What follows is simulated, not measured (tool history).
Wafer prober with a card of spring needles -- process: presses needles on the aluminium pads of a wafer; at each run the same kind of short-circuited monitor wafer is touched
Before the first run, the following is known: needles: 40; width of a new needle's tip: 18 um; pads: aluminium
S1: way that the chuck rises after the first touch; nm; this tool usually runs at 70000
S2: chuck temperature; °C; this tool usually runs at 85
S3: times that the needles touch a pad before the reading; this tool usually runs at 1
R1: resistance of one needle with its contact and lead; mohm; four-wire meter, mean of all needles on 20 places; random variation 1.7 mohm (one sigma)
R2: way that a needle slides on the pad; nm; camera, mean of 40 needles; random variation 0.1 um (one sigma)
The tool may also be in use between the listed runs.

run,day,S1,S2,S3,R1,R2
1,0,70000,85,1,190,15770
# day 0.2: tips cleaned on abrasive film
# day 0.462: tips cleaned on abrasive film
# day 0.788: tips cleaned on abrasive film
# day 1.083: tips cleaned on abrasive film
2,1.083,70000,85,1,179,15770
# day 1.346: tips cleaned on abrasive film
# day 1.671: tips cleaned on abrasive film
# day 1.996: tips cleaned on abrasive film
# day 2.325: tips cleaned on abrasive film
# day 2.65: tips cleaned on abrasive film
3,2.879,70000,85,1,216,15630
# day 2.95: tips cleaned on abrasive film
# day 3.275: tips cleaned on abrasive film
# day 3.604: tips cleaned on abrasive film
4,3.65,70000,85,1,193,15490
# day 3.912: tips cleaned on abrasive film
# day 4.242: tips cleaned on abrasive film
# day 4.567: tips cleaned on abrasive film
# day 4.896: tips cleaned on abrasive film
5,5.108,70000,85,1,213,15510
# day 5.175: tips cleaned on abrasive film
# day 5.438: tips cleaned on abrasive film
# day 5.7: tips cleaned on abrasive film
# day 6.017: tips cleaned on abrasive film
6,6.017,89000,85,1,170,20000
# day 6.342: tips cleaned on abrasive film
# day 6.604: tips cleaned on abrasive film
# day 6.933: tips cleaned on abrasive film
# day 7.258: tips cleaned on abrasive film
# day 7.567: tips cleaned on abrasive film
7,7.567,89000,85,1,170,19860
# day 7.829: tips cleaned on abrasive film
# day 8.154: tips cleaned on abrasive film
# day 8.479: tips cleaned on abrasive film
# day 8.808: tips cleaned on abrasive film
# day 9.079: height of the first contact set anew
# day 9.146: tips cleaned on abrasive film
# day 9.217: tips cleaned on abrasive film, once more
8,9.371,89000,85,1,189,20960
# day 9.504: tips cleaned on abrasive film
# day 9.829: tips cleaned on abrasive film
# day 10.154: tips cleaned on abrasive film
# day 10.417: tips cleaned on abrasive film
9,10.617,89000,85,1,191,20880
# day 10.688: tips cleaned on abrasive film
# day 11.012: tips cleaned on abrasive film
# day 11.338: tips cleaned on abrasive film
10,11.45,88000,85,1,188,20660
# day 11.65: tips cleaned on abrasive film
# day 11.975: tips cleaned on abrasive film
# day 12.3: tips cleaned on abrasive film
11,12.325,70000,85,2,175,16230
# day 12.588: tips cleaned on abrasive film
# day 12.912: tips cleaned on abrasive film
# day 13.238: tips cleaned on abrasive film
# day 13.567: tips cleaned on abrasive film
# day 13.892: tips cleaned on abrasive film
12,14.062,70000,85,1,208,16210
# day 14.196: tips cleaned on abrasive film
# day 14.458: tips cleaned on abrasive film
# day 14.788: tips cleaned on abrasive film
# day 15.112: tips cleaned on abrasive film
# day 15.442: tips cleaned on abrasive film
# day 15.767: tips cleaned on abrasive film
13,15.846,70000,85,1,192,16020
# day 16.046: tips cleaned on abrasive film
# day 16.308: tips cleaned on abrasive film
# day 16.588: tips cleaned on abrasive film
14,16.588,75000,25,1,161,17250
# day 16.912: tips cleaned on abrasive film
# day 17.175: tips cleaned on abrasive film
# day 17.5: tips cleaned on abrasive film
# day 17.762: tips cleaned on abrasive film
# day 18.092: tips cleaned on abrasive film
15,18.325,72000,61,3,188,16690
# day 18.392: tips cleaned on abrasive film
# day 18.654: tips cleaned on abrasive film
# day 18.979: tips cleaned on abrasive film
# day 19.308: tips cleaned on abrasive film
# day 19.571: tips cleaned on abrasive film
16,19.617,72000,90,1,186,16300
# day 19.879: tips cleaned on abrasive film
# day 20.142: tips cleaned on abrasive film
# day 20.467: tips cleaned on abrasive film
# day 20.771: tips cleaned on abrasive film
17,20.771,72000,90,1,180,16310
# day 21.096: tips cleaned on abrasive film
# day 21.421: tips cleaned on abrasive film
18,21.533,72000,81,2,191,16070
# day 21.729: tips cleaned on abrasive film
# day 21.992: tips cleaned on abrasive film
# day 22.317: tips cleaned on abrasive film
# day 22.579: tips cleaned on abrasive film
# day 22.904: tips cleaned on abrasive film
19,22.904,72000,81,2,174,16040
# day 23.229: tips cleaned on abrasive film
# day 23.558: tips cleaned on abrasive film
# day 23.821: tips cleaned on abrasive film
# day 24.146: tips cleaned on abrasive film
20,24.221,71000,30,1,186,15770
# day 24.417: tips cleaned on abrasive film
# day 24.679: tips cleaned on abrasive film
# day 25.004: tips cleaned on abrasive film
# day 25.333: tips cleaned on abrasive film
# day 25.596: tips cleaned on abrasive film
21,25.842,81000,30,1,200,18150
# day 25.908: tips cleaned on abrasive film
# day 26.171: tips cleaned on abrasive film
# day 26.496: tips cleaned on abrasive film
22,26.688,81000,30,1,193,18080
# day 26.821: tips cleaned on abrasive film
# day 27.083: tips cleaned on abrasive film
# day 27.408: tips cleaned on abrasive film
# day 27.733: tips cleaned on abrasive film
# day 27.996: tips cleaned on abrasive film
23,28.104,81000,63,1,189,18010
# day 28.246: height of the first contact set anew
# day 28.312: tips cleaned on abrasive film
# day 28.575: tips cleaned on abrasive film
# day 28.838: tips cleaned on abrasive film
# day 29.1: tips cleaned on abrasive film
# day 29.425: tips cleaned on abrasive film
# day 29.688: tips cleaned on abrasive film
24,29.792,81000,123,2,191,18790
# day 29.992: tips cleaned on abrasive film
# day 30.25: tips cleaned on abrasive film
# day 30.579: tips cleaned on abrasive film
25,30.817,61000,37,1,236,14180
# day 30.888: tips cleaned on abrasive film
# day 31.212: tips cleaned on abrasive film
# day 31.542: tips cleaned on abrasive film
# day 31.867: tips cleaned on abrasive film
# day 32.129: tips cleaned on abrasive film
# day 32.454: tips cleaned on abrasive film
26,32.529,76000,53,2,176,17710

Below, some changes in R1 between adjacent runs. For each, the amount present without the hidden state too (settings, incoming material, random variation) and the amount remaining for the hidden state with gauge scatter not shared by both compared results:
Unlogged tool condition in this case: debris on the tips, nm; way that the needles fall short of the set height, um; tips' diameter, um; drift of the gauge itself on contact_mohm, %; drift of the gauge itself on scrub_um, %.
Run 24 -> 25: S1 81000 -> 61000, S2 123 -> 37, S3 2 -> 1, tips cleaned on abrasive film, tips cleaned on abrasive film, tips cleaned on abrasive film. R1 +45 mohm: hidden state +56, all else -11.
Run 25 -> 26: S1 61000 -> 76000, S2 37 -> 53, S3 1 -> 2, tips cleaned on abrasive film, tips cleaned on abrasive film, tips cleaned on abrasive film, tips cleaned on abrasive film, tips cleaned on abrasive film, tips cleaned on abrasive film. R1 -60 mohm: hidden state -58, all else -2.
